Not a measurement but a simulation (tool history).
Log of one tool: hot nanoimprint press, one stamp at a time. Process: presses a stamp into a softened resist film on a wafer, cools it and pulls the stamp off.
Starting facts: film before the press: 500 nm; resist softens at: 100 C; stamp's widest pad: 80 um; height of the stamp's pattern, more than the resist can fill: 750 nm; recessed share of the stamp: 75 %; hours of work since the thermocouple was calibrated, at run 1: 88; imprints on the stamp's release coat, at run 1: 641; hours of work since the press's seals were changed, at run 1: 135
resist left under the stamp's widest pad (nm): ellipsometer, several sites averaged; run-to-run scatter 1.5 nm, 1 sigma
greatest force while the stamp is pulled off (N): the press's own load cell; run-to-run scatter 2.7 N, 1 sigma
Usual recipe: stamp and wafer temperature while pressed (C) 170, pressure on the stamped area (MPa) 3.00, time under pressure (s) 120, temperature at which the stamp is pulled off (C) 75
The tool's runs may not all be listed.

| run | hour | stamp and wafer temperature while pressed (C) | pressure on the stamped area (MPa) | time under pressure (s) | temperature at which the stamp is pulled off (C) | hours of work since the thermocouple was calibrated | imprints on the stamp's release coat | hours of work since the press's seals were changed | resist left under the stamp's widest pad (nm) | greatest force while the stamp is pulled off (N) |
|---|---|---|---|---|---|---|---|---|---|---|
| 1 | 0.0 | 170 | 3.00 | 120 | 75 | 88 | 641 | 135 | 286.9 | 200 |
| 2 | 19.5 | 170 | 2.40 | 120 | 75 | 97 | 698 | 144 | 320.0 | 203 |
| 3 | 35.7 | 170 | 3.00 | 120 | 75 | 105 | 745 | 151 | 287.3 | 207 |
| 4 | 55.5 | 160 | 3.00 | 120 | 75 | 114 | 802 | 161 | 354.8 | 205 |
| 5 | 67.4 | 170 | 3.00 | 120 | 75 | 120 | 837 | 166 | 287.5 | 211 |
| 6 | 77.0 | 170 | 2.64 | 120 | 75 | 124 | 864 | 171 | 306.7 | 211 |
| 7 | 88.3 | 170 | 2.64 | 120 | 75 | 130 | 897 | 176 | 308.6 | 209 |
| 8 | 109.8 | 170 | 3.00 | 96 | 75 | 140 | 959 | 186 | 310.2 | 211 |
| 9 | 130.1 | 170 | 2.59 | 120 | 75 | 149 | 1018 | 195 | 309.5 | 215 |
| 10 | 142.1 | 170 | 2.59 | 120 | 75 | 155 | 1053 | 201 | 314.1 | 216 |
| 11 | 153.3 | 161 | 2.59 | 120 | 75 | 160 | 1085 | 206 | 374.0 | 216 |
| 12 | 173.2 | 161 | 2.59 | 120 | 75 | 169 | 1143 | 215 | 374.8 | 214 |
| 13 | 186.8 | 161 | 2.59 | 120 | 75 | 176 | 1182 | 222 | 373.2 | 216 |
| 14 | 196.2 | 161 | 2.59 | 120 | 75 | 180 | 1210 | 226 | 373.6 | 216 |
| 15 | 211.7 | 161 | 2.59 | 120 | 75 | 187 | 1255 | 233 | 374.0 | 225 |
| 16 | 231.1 | 161 | 2.59 | 120 | 75 | 196 | 1311 | 243 | 370.3 | 218 |
| 17 | 245.1 | 170 | 2.65 | 217 | 75 | 203 | 1351 | 249 | 262.6 | 224 |
| 18 | 259.8 | 170 | 3.62 | 217 | 72 | 210 | 1394 | 256 | 220.3 | 233 |
|  | 264.1 | plate thermocouple calibrated |
|  | 275.4 | stamp cleaned and given a new release coat |
| 19 | 282.8 | 170 | 3.00 | 120 | 76 | 6 | 22 | 262 | 290.9 | 188 |
| 20 | 298.6 | 170 | 3.52 | 186 | 76 | 13 | 67 | 270 | 236.8 | 192 |
|  | 317.8 | plate thermocouple calibrated, once more |
| 21 | 319.4 | 170 | 3.52 | 186 | 76 | 1 | 119 | 278 | 232.3 | 185 |
| 22 | 332.5 | 160 | 3.24 | 120 | 72 | 7 | 157 | 284 | 347.1 | 199 |
| 23 | 351.2 | 177 | 2.25 | 126 | 69 | 16 | 211 | 293 | 283.5 | 214 |
| 24 | 366.5 | 177 | 2.25 | 126 | 69 | 23 | 255 | 300 | 280.2 | 217 |
| 25 | 383.8 | 177 | 2.25 | 126 | 69 | 31 | 305 | 308 | 281.9 | 218 |
| 26 | 399.6 | 170 | 3.53 | 126 | 61 | 38 | 351 | 316 | 263.0 | 241 |
| 27 | 413.0 | 168 | 3.53 | 126 | 61 | 44 | 390 | 322 | 276.8 | 242 |
| 28 | 434.3 | 170 | 2.79 | 120 | 75 | 54 | 452 | 332 | 300.4 | 206 |
| 29 | 448.0 | 170 | 2.45 | 120 | 78 | 61 | 491 | 338 | 317.5 | 191 |
| 30 | 465.2 | 170 | 3.00 | 71 | 79 | 69 | 541 | 346 | 331.6 | 191 |

Branching from run 30: 3 alternative next runs. What would each branch give?
| A | 477.3 | 170 | 3.00 | 199 | 79 | 74 | 576 | 352 | ? | ? |
| B | 477.3 | 177 | 2.63 | 72 | 75 | 74 | 576 | 352 | ? | ? |
| C | 477.3 | 170 | 3.00 | 71 | 65 | 74 | 576 | 352 | ? | ? |

| run | resist left under the stamp's widest pad (nm) | greatest force while the stamp is pulled off (N) |
|---|---|---|
| A | 249.7 | 192 |
| B | 307.4 | 200 |
| C | 336.2 | 233 |
Without the tool's unlogged condition, the same runs would have read:
| run | resist left under the stamp's widest pad (nm) | greatest force while the stamp is pulled off (N) |
|---|---|---|
| A | 243.3 | 177 |
| B | 301.3 | 185 |
| C | 329.2 | 216 |

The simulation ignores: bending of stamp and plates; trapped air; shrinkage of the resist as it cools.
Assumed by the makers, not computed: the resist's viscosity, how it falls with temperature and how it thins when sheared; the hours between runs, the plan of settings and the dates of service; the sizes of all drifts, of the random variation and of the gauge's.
